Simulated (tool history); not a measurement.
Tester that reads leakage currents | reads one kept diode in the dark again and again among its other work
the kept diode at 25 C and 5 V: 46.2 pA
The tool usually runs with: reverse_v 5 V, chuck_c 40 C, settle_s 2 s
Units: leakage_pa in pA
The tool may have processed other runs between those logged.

Run 1, hour 0: usual settings. Result: leakage_pa 194.07 pA.
Run 2, hour 37.5: usual settings. Result: leakage_pa 195.23 pA.
Run 3, hour 59.4: usual settings. Result: leakage_pa 193.96 pA.
Run 4, hour 79.6: usual settings. Result: leakage_pa 195.35 pA.
Run 5, hour 112.5: usual settings but settle_s 5.99 s. Result: leakage_pa 196.04 pA.
Run 6, hour 134.5: usual settings. Result: leakage_pa 196.08 pA.
Run 7, hour 161.5: usual settings. Result: leakage_pa 197.48 pA.
Run 8, hour 191: usual settings. Result: leakage_pa 198.13 pA.
Run 9, hour 221.1: usual settings. Result: leakage_pa 196.43 pA.
Run 10, hour 252.3: usual settings but reverse_v 2.35 V. Result: leakage_pa 145.15 pA.
Run 11, hour 279.6: usual settings but reverse_v 2.35 V. Result: leakage_pa 144.99 pA.
Run 12, hour 295.9: usual settings but settle_s 3.65 s. Result: leakage_pa 197.16 pA.
Run 13, hour 316: usual settings but reverse_v 7.88 V, settle_s 3.65 s. Result: leakage_pa 238.96 pA.
Run 14, hour 348.5: usual settings but settle_s 0.44 s. Result: leakage_pa 200.38 pA.
Run 15, hour 373.2: usual settings but settle_s 0.44 s. Result: leakage_pa 200.75 pA.
Run 16, hour 407.9: usual settings but settle_s 0.44 s. Result: leakage_pa 200.93 pA.
Run 17, hour 438.6: usual settings but settle_s 0.44 s. Result: leakage_pa 200.44 pA.
Run 18, hour 456.5: usual settings. Result: leakage_pa 200.07 pA.
Run 19, hour 473.5: usual settings but reverse_v 11.94 V, chuck_c 36 C, settle_s 0.39 s. Result: leakage_pa 214.78 pA.
Run 20, hour 498: usual settings but reverse_v 11.94 V, chuck_c 36 C, settle_s 0.39 s. Result: leakage_pa 215.05 pA.
Run 21, hour 532.9: usual settings but reverse_v 11.94 V, chuck_c 36 C, settle_s 0.39 s. Result: leakage_pa 214.76 pA.
At hour 539.3: probe card cleaned and baked.
Run 22, hour 551.8: usual settings but settle_s 7.57 s. Result: leakage_pa 204.95 pA.
Run 23, hour 577.9: usual settings but settle_s 7.57 s. Result: leakage_pa 205.33 pA.
Run 24, hour 606.5: usual settings but chuck_c 46 C, settle_s 7.57 s. Result: leakage_pa 332.16 pA.
Run 25, hour 637.8: usual settings but reverse_v 9.94 V, chuck_c 46 C, settle_s 7.57 s. Result: leakage_pa 443.62 pA.
Run 26, hour 658.7: usual settings but reverse_v 9.94 V, chuck_c 46 C, settle_s 7.57 s. Result: leakage_pa 445.17 pA.
Run 27, hour 680.2: usual settings but reverse_v 9.94 V, chuck_c 46 C, settle_s 7.57 s. Result: leakage_pa 446.25 pA.
At hour 713.5: probe card cleaned and baked, once more.
Run 28, hour 714.8: usual settings but reverse_v 9.94 V, chuck_c 46 C, settle_s 7.57 s. Result: leakage_pa 420.28 pA.
Run 29, hour 732.9: usual settings but reverse_v 8.06 V, chuck_c 27 C, settle_s 2.51 s. Result: leakage_pa 73.95 pA.
Run 30, hour 763.5: usual settings but reverse_v 8.06 V, chuck_c 27 C, settle_s 2.51 s. Result: leakage_pa 73.84 pA.
Run 31, hour 784.8: usual settings but chuck_c 48 C, settle_s 4.22 s. Result: leakage_pa 377.65 pA.
Run 32, hour 803.8: usual settings but reverse_v 18.05 V, chuck_c 46 C, settle_s 4.22 s. Result: leakage_pa 533.34 pA.
Run 33, hour 840.1: usual settings but reverse_v 17.44 V, chuck_c 35 C, settle_s 7.55 s. Result: leakage_pa 206.65 pA.
Run 34, hour 867.2: usual settings but reverse_v 17.44 V, chuck_c 35 C, settle_s 7.55 s. Result: leakage_pa 206.46 pA.
Run 35, hour 889.1: usual settings but reverse_v 12.49 V, chuck_c 54 C, settle_s 4.39 s. Result: leakage_pa 880.99 pA.

3 options for the next run, each taken on its own from the tool as it stands now. Forecast them:
Run A, hour 925.6: usual settings but reverse_v 8.89 V, chuck_c 54 C, settle_s 1.21 s. Result: leakage_pa ?.
Run B, hour 925.6: usual settings but reverse_v 1.8 V. Result: leakage_pa ?.
Run C, hour 925.6: usual settings but reverse_v 6.19 V, settle_s 0.56 s. Result: leakage_pa ?.

run  leakage_pa
  A      773.76
  B      131.62
  C      214.59
What these runs would have given with no unlogged condition in the tool:
run  leakage_pa
  A      719.67
  B      121.51
  C      197.77
